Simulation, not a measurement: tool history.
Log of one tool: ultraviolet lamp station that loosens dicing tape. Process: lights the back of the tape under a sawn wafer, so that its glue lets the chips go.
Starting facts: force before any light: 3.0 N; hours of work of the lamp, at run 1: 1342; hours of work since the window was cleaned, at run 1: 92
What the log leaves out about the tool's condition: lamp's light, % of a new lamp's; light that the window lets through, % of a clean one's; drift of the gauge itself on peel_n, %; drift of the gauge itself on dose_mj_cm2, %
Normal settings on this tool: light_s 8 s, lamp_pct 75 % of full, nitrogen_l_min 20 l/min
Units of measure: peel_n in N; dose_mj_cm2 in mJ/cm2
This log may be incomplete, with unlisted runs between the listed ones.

| run | hour | light_s | lamp_pct | nitrogen_l_min | hours of work of the lamp | hours of work since the window was cleaned | peel_n | dose_mj_cm2 |
|---|---|---|---|---|---|---|---|---|
| 1 | 0.0 | 8 | 75 | 20 | 1342 | 92 | 0.790 | 260 |
| 2 | 36.5 | 8 | 75 | 20 | 1361 | 112 | 0.817 | 257 |
| 3 | 88.4 | 8 | 75 | 20 | 1389 | 139 | 0.850 | 249 |
| 4 | 151.5 | 8 | 75 | 20 | 1422 | 173 | 0.856 | 243 |
| 5 | 185.6 | 6 | 75 | 20 | 1440 | 191 | 1.117 | 185 |
| 6 | 244.5 | 6 | 75 | 20 | 1472 | 222 | 1.154 | 174 |
|  | 254.8 | window cleaned of glue's vapour |
| 7 | 287.8 | 6 | 75 | 20 | 1494 | 17 | 1.265 | 165 |
| 8 | 324.5 | 6 | 75 | 20 | 1514 | 37 | 1.221 | 165 |
| 9 | 367.9 | 8 | 75 | 21 | 1537 | 60 | 0.955 | 213 |
|  | 419.5 | window cleaned of glue's vapour, once more |
| 10 | 423.3 | 8 | 75 | 21 | 1566 | 2 | 0.847 | 247 |
| 11 | 478.2 | 8 | 75 | 15 | 1595 | 31 | 0.971 | 235 |
| 12 | 537.4 | 8 | 86 | 20 | 1626 | 62 | 0.784 | 268 |
| 13 | 576.1 | 8 | 93 | 20 | 1647 | 83 | 0.712 | 283 |
|  | 598.9 | lamp changed |
| 14 | 624.5 | 8 | 93 | 20 | 14 | 108 | 0.399 | 468 |
| 15 | 669.1 | 8 | 93 | 20 | 37 | 132 | 0.402 | 467 |
| 16 | 706.0 | 8 | 93 | 20 | 57 | 151 | 0.414 | 456 |
| 17 | 732.9 | 8 | 93 | 20 | 71 | 166 | 0.398 | 454 |
| 18 | 799.0 | 8 | 75 | 34 | 106 | 201 | 0.466 | 360 |
| 19 | 830.8 | 8 | 75 | 34 | 123 | 217 | 0.468 | 356 |
|  | 845.4 | window cleaned of glue's vapour |
| 20 | 893.4 | 6 | 75 | 20 | 156 | 25 | 0.731 | 284 |
| 21 | 930.9 | 8 | 89 | 20 | 176 | 45 | 0.426 | 438 |
| 22 | 963.8 | 8 | 89 | 20 | 193 | 63 | 0.435 | 434 |
| 23 | 1018.1 | 5 | 61 | 8 | 222 | 92 | 1.422 | 186 |
| 24 | 1069.7 | 6 | 75 | 17 | 249 | 119 | 0.806 | 265 |
| 25 | 1134.7 | 6 | 75 | 17 | 284 | 153 | 0.843 | 261 |
| 26 | 1190.1 | 6 | 75 | 17 | 313 | 183 | 0.820 | 258 |
| 27 | 1225.9 | 7 | 73 | 17 | 332 | 202 | 0.723 | 293 |
|  | 1274.2 | window cleaned of glue's vapour |
| 28 | 1279.9 | 13 | 78 | 20 | 360 | 3 | 0.307 | 607 |
| 29 | 1345.7 | 6 | 75 | 20 | 395 | 38 | 0.767 | 265 |
| 30 | 1399.8 | 5 | 63 | 34 | 424 | 67 | 0.969 | 180 |
| 31 | 1428.6 | 8 | 67 | 20 | 439 | 82 | 0.658 | 309 |
| 32 | 1483.3 | 8 | 67 | 30 | 468 | 111 | 0.565 | 305 |
| 33 | 1516.3 | 8 | 67 | 30 | 486 | 128 | 0.568 | 299 |
| 34 | 1563.6 | 8 | 68 | 30 | 511 | 153 | 0.595 | 300 |
| 35 | 1621.6 | 7 | 90 | 20 | 542 | 184 | 0.579 | 339 |
| 36 | 1656.8 | 7 | 90 | 20 | 560 | 203 | 0.600 | 335 |
|  | 1699.3 | window cleaned of glue's vapour |
| 37 | 1721.9 | 8 | 75 | 12 | 594 | 12 | 0.737 | 333 |
| 38 | 1773.3 | 7 | 67 | 31 | 622 | 39 | 0.703 | 260 |
| 39 | 1801.3 | 7 | 67 | 31 | 637 | 54 | 0.709 | 261 |
| 40 | 1831.6 | 13 | 75 | 20 | 653 | 70 | 0.353 | 523 |
| 41 | 1876.1 | 5 | 76 | 30 | 676 | 94 | 0.952 | 200 |
| 42 | 1903.3 | 8 | 66 | 9 | 691 | 108 | 1.017 | 282 |
| 43 | 1939.2 | 8 | 66 | 9 | 710 | 127 | 0.993 | 278 |

Each row is a separate what-if for the run after 43, all from the same tool condition, not one after another. Results?
| A | 1987.7 | 8 | 75 | 32 | 735 | 153 | ? | ? |
| B | 1987.7 | 7 | 68 | 23 | 735 | 153 | ? | ? |
| C | 1987.7 | 8 | 68 | 20 | 735 | 153 | ? | ? |

| run | peel_n | dose_mj_cm2 |
|---|---|---|
| A | 0.559 | 310 |
| B | 0.796 | 243 |
| C | 0.735 | 281 |
Without the tool's unlogged condition, the same runs would have read:
| run | peel_n | dose_mj_cm2 |
|---|---|---|
| A | 0.416 | 397 |
| B | 0.598 | 311 |
| C | 0.546 | 360 |

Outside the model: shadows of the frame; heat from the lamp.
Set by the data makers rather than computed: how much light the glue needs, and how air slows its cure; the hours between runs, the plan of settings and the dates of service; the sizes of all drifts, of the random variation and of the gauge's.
